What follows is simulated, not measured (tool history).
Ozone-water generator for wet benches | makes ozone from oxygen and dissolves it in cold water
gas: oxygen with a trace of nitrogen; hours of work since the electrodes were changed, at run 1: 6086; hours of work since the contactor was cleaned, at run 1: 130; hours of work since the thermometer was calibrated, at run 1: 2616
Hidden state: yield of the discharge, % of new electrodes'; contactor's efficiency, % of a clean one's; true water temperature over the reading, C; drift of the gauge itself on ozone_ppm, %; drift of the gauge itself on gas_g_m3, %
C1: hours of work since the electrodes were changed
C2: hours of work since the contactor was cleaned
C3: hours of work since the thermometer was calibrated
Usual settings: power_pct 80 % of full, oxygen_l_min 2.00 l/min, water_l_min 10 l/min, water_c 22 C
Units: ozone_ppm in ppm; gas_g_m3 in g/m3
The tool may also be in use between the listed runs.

run 1 hour=0.0 | power_pct=80 oxygen_l_min=2.00 water_l_min=10 water_c=22 | C1=6086 C2=130 C3=2616 | ozone_ppm=18.7 gas_g_m3=195.6
run 2 hour=118.6 | power_pct=80 oxygen_l_min=2.00 water_l_min=10 water_c=22 | C1=6196 C2=241 C3=2727 | ozone_ppm=19.0 gas_g_m3=195.8
run 3 hour=246.1 | power_pct=80 oxygen_l_min=2.00 water_l_min=10 water_c=22 | C1=6315 C2=360 C3=2846 | ozone_ppm=18.9 gas_g_m3=194.4
run 4 hour=364.6 | power_pct=80 oxygen_l_min=2.00 water_l_min=10 water_c=29 | C1=6425 C2=470 C3=2956 | ozone_ppm=17.2 gas_g_m3=194.0
-- hour=457.1 water thermometer calibrated
run 5 hour=536.1 | power_pct=80 oxygen_l_min=2.00 water_l_min=10 water_c=29 | C1=6585 C2=629 C3=74 | ozone_ppm=16.7 gas_g_m3=194.2
run 6 hour=648.3 | power_pct=80 oxygen_l_min=2.00 water_l_min=10 water_c=29 | C1=6689 C2=734 C3=178 | ozone_ppm=16.7 gas_g_m3=194.2
run 7 hour=735.6 | power_pct=80 oxygen_l_min=2.97 water_l_min=7 water_c=29 | C1=6770 C2=815 C3=259 | ozone_ppm=20.5 gas_g_m3=159.5
run 8 hour=884.9 | power_pct=80 oxygen_l_min=2.97 water_l_min=9 water_c=16 | C1=6909 C2=954 C3=398 | ozone_ppm=22.1 gas_g_m3=159.7
run 9 hour=1019.6 | power_pct=80 oxygen_l_min=2.97 water_l_min=9 water_c=16 | C1=7035 C2=1079 C3=524 | ozone_ppm=22.0 gas_g_m3=161.7
run 10 hour=1118.1 | power_pct=80 oxygen_l_min=2.97 water_l_min=12 water_c=18 | C1=7127 C2=1171 C3=615 | ozone_ppm=17.3 gas_g_m3=157.5

Forecast each of these 3 alternatives for the next run:
run A hour=1228.3 | power_pct=47 oxygen_l_min=3.45 water_l_min=10 water_c=20 | C1=7229 C2=1274 C3=718 | ozone_ppm=? gas_g_m3=?
run B hour=1228.3 | power_pct=47 oxygen_l_min=2.97 water_l_min=11 water_c=21 | C1=7229 C2=1274 C3=718 | ozone_ppm=? gas_g_m3=?
run C hour=1228.3 | power_pct=80 oxygen_l_min=2.97 water_l_min=11 water_c=18 | C1=7229 C2=1274 C3=718 | ozone_ppm=? gas_g_m3=?

run=A ozone_ppm=14.9 gas_g_m3=112.7
run=B ozone_ppm=13.4 gas_g_m3=120.4
run=C ozone_ppm=18.7 gas_g_m3=159.4
Without the tool's hidden state the same runs would have given:
run=A ozone_ppm=15.9 gas_g_m3=119.0
run=B ozone_ppm=14.3 gas_g_m3=127.2
run=C ozone_ppm=20.4 gas_g_m3=171.7

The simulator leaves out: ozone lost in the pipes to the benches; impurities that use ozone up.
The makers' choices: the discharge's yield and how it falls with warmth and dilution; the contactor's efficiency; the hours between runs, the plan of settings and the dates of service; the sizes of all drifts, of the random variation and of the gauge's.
